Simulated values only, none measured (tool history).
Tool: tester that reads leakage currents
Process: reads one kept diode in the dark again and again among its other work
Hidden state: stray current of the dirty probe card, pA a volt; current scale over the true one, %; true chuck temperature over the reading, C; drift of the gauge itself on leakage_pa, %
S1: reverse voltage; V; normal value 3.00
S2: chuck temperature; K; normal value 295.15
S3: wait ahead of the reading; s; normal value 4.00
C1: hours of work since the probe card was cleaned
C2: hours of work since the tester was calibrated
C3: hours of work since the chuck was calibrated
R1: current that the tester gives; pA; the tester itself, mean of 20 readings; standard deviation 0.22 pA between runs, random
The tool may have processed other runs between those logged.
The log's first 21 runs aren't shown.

run 22 day=31.588 | S1=3.00 S2=316.15 S3=6.55 | C1=972 C2=767 C3=44 | R1=468.85
run 23 day=33.192 | S1=3.00 S2=316.15 S3=0.54 | C1=999 C2=794 C3=72 | R1=470.58
run 24 day=34.342 | S1=3.62 S2=296.15 S3=4.00 | C1=1019 C2=814 C3=91 | R1=83.78
run 25 day=35.521 | S1=3.00 S2=300.15 S3=0.88 | C1=1039 C2=834 C3=112 | R1=115.59
run 26 day=36.900 | S1=3.00 S2=297.15 S3=0.30 | C1=1063 C2=858 C3=135 | R1=87.78
run 27 day=38.879 | S1=15.12 S2=296.15 S3=2.47 | C1=1097 C2=892 C3=169 | R1=140.49
run 28 day=40.008 | S1=15.12 S2=296.15 S3=2.47 | C1=1116 C2=911 C3=188 | R1=139.62
run 29 day=41.329 | S1=15.12 S2=296.15 S3=2.47 | C1=1138 C2=933 C3=211 | R1=140.11
run 30 day=43.383 | S1=11.16 S2=295.15 S3=4.00 | C1=1174 C2=969 C3=246 | R1=113.62
run 31 day=44.792 | S1=11.16 S2=295.15 S3=4.00 | C1=1198 C2=993 C3=270 | R1=113.89
run 32 day=46.429 | S1=2.11 S2=312.15 S3=1.07 | C1=1226 C2=1021 C3=298 | R1=296.57
run 33 day=48.508 | S1=2.11 S2=312.15 S3=1.07 | C1=1261 C2=1056 C3=334 | R1=295.76
run 34 day=49.558 | S1=9.98 S2=331.15 S3=1.76 | C1=1279 C2=1074 C3=352 | R1=2393.60
run 35 day=50.583 | S1=3.00 S2=322.15 S3=7.77 | C1=1297 C2=1092 C3=369 | R1=771.37
run 36 day=52.300 | S1=14.67 S2=317.15 S3=2.84 | C1=1326 C2=1121 C3=399 | R1=899.82
run 37 day=54.279 | S1=17.75 S2=304.15 S3=1.25 | C1=1360 C2=1155 C3=433 | R1=311.01
run 38 day=55.408 | S1=17.75 S2=304.15 S3=3.11 | C1=1379 C2=1175 C3=452 | R1=309.65

What does the tool deliver on the next run?
run 39 day=56.742 | S1=8.74 S2=316.15 S3=5.75 | C1=1402 C2=1197 C3=475 | R1=?

R1: 686.74 pA
With the hidden condition absent and the run-to-run variation left alone, this run would have shown R1 686.99 pA.
